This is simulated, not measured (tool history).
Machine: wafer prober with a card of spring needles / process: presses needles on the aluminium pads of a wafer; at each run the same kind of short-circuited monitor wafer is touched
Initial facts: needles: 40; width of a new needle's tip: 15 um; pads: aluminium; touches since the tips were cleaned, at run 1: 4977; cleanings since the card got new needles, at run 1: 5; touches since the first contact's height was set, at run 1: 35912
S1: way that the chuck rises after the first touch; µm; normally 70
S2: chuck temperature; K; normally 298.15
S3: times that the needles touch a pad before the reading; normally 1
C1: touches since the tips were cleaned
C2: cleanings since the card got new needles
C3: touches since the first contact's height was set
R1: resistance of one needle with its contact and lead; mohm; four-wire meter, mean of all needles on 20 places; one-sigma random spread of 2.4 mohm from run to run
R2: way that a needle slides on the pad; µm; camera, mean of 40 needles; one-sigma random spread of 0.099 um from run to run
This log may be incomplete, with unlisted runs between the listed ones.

| run | day | S1 | S2 | S3 | C1 | C2 | C3 | R1 | R2 |
|---|---|---|---|---|---|---|---|---|---|
| 1 | 0.000 | 70 | 298.15 | 1 | 4977 | 5 | 35912 | 267 | 18.74 |
|  | 0.167 | tips cleaned on abrasive film |
| 2 | 0.221 | 70 | 298.15 | 1 | 324 | 6 | 37201 | 270 | 18.67 |
| 3 | 0.533 | 70 | 298.15 | 1 | 2180 | 6 | 39057 | 270 | 18.89 |
| 4 | 0.721 | 70 | 298.15 | 2 | 3300 | 6 | 40177 | 270 | 18.93 |
| 5 | 0.908 | 70 | 305.15 | 1 | 4402 | 6 | 41279 | 270 | 18.99 |
|  | 1.154 | tips cleaned on abrasive film |
| 6 | 1.183 | 55 | 298.15 | 1 | 165 | 7 | 42899 | 276 | 15.00 |
| 7 | 1.383 | 55 | 298.15 | 1 | 1348 | 7 | 44082 | 271 | 14.93 |
| 8 | 1.625 | 70 | 298.15 | 2 | 2804 | 7 | 45538 | 269 | 18.85 |
| 9 | 1.983 | 70 | 298.15 | 1 | 4923 | 7 | 47657 | 269 | 18.80 |
|  | 2.162 | tips cleaned on abrasive film |
| 10 | 2.192 | 64 | 298.15 | 1 | 179 | 8 | 48869 | 268 | 17.46 |
| 11 | 2.375 | 64 | 298.15 | 1 | 1269 | 8 | 49959 | 270 | 17.38 |
| 12 | 2.562 | 64 | 298.15 | 1 | 2377 | 8 | 51067 | 267 | 17.42 |
| 13 | 2.762 | 70 | 298.15 | 1 | 3565 | 8 | 52255 | 271 | 19.01 |
| 14 | 3.067 | 65 | 298.15 | 1 | 5388 | 8 | 54078 | 271 | 17.67 |
|  | 3.154 | tips cleaned on abrasive film |
| 15 | 3.388 | 65 | 298.15 | 1 | 1373 | 9 | 55954 | 265 | 17.62 |
| 16 | 3.596 | 70 | 298.15 | 2 | 2611 | 9 | 57192 | 267 | 19.16 |
| 17 | 3.983 | 70 | 378.15 | 2 | 4929 | 9 | 59510 | 294 | 18.91 |
|  | 4.138 | tips cleaned on abrasive film |
| 18 | 4.262 | 63 | 333.15 | 1 | 747 | 10 | 61147 | 280 | 17.24 |
| 19 | 4.479 | 70 | 334.15 | 1 | 2035 | 10 | 62435 | 278 | 19.17 |
| 20 | 4.696 | 70 | 331.15 | 1 | 3304 | 10 | 63704 | 281 | 19.13 |
| 21 | 5.092 | 70 | 331.15 | 1 | 5658 | 10 | 66058 | 274 | 19.03 |
|  | 5.121 | tips cleaned on abrasive film |
| 22 | 5.358 | 70 | 330.15 | 1 | 1417 | 11 | 67633 | 278 | 19.15 |
| 23 | 5.650 | 70 | 330.15 | 1 | 3135 | 11 | 69351 | 278 | 19.11 |
| 24 | 5.979 | 70 | 330.15 | 1 | 5095 | 11 | 71311 | 277 | 19.03 |
|  | 6.117 | tips cleaned on abrasive film |
| 25 | 6.296 | 70 | 369.15 | 1 | 1055 | 12 | 73175 | 288 | 19.13 |
| 26 | 6.604 | 70 | 369.15 | 1 | 2900 | 12 | 75020 | 289 | 19.29 |
| 27 | 6.850 | 70 | 308.15 | 1 | 4357 | 12 | 76477 | 270 | 19.34 |
|  | 7.108 | tips cleaned on abrasive film |
| 28 | 7.142 | 70 | 308.15 | 1 | 198 | 13 | 78189 | 272 | 19.15 |
| 29 | 7.533 | 70 | 308.15 | 1 | 2526 | 13 | 80517 | 270 | 19.28 |
| 30 | 7.850 | 70 | 298.15 | 2 | 4397 | 13 | 82388 | 269 | 19.34 |
|  | 8.104 | tips cleaned on abrasive film |
| 31 | 8.258 | 70 | 298.15 | 2 | 928 | 14 | 84810 | 271 | 19.13 |
| 32 | 8.683 | 70 | 312.15 | 1 | 3444 | 14 | 87326 | 271 | 19.34 |
| 33 | 9.071 | 53 | 298.15 | 1 | 5736 | 14 | 89618 | 274 | 14.63 |
|  | 9.096 | tips cleaned on abrasive film |
| 34 | 9.396 | 72 | 327.15 | 1 | 1793 | 15 | 91548 | 277 | 19.86 |

Difference, measured minus no-hidden-state, one row per run. Run-to-run variation is common to both terms; the gauge's own scatter need not be:
Unlogged tool condition in this case: debris on the tips, nm; way that the needles fall short of the set height, um; tips' diameter, um; drift of the gauge itself on contact_mohm, %; drift of the gauge itself on scrub_um, %.
| run | R2 |
|---|---|
| 1 | +0.00 |
| 2 | +0.01 |
| 3 | +0.02 |
| 4 | +0.03 |
| 5 | +0.05 |
| 6 | +0.05 |
| 7 | +0.05 |
| 8 | +0.08 |
| 9 | +0.10 |
| 10 | +0.10 |
| 11 | +0.11 |
| 12 | +0.11 |
| 13 | +0.13 |
| 14 | +0.14 |
| 15 | +0.15 |
| 16 | +0.18 |
| 17 | +0.20 |
| 18 | +0.18 |
| 19 | +0.22 |
| 20 | +0.23 |
| 21 | +0.25 |
| 22 | +0.26 |
| 23 | +0.28 |
| 24 | +0.29 |
| 25 | +0.31 |
| 26 | +0.32 |
| 27 | +0.34 |
| 28 | +0.35 |
| 29 | +0.37 |
| 30 | +0.38 |
| 31 | +0.39 |
| 32 | +0.42 |
| 33 | +0.33 |
| 34 | +0.47 |
R1: differs from the measured result by no more than 1 mohm in any run.
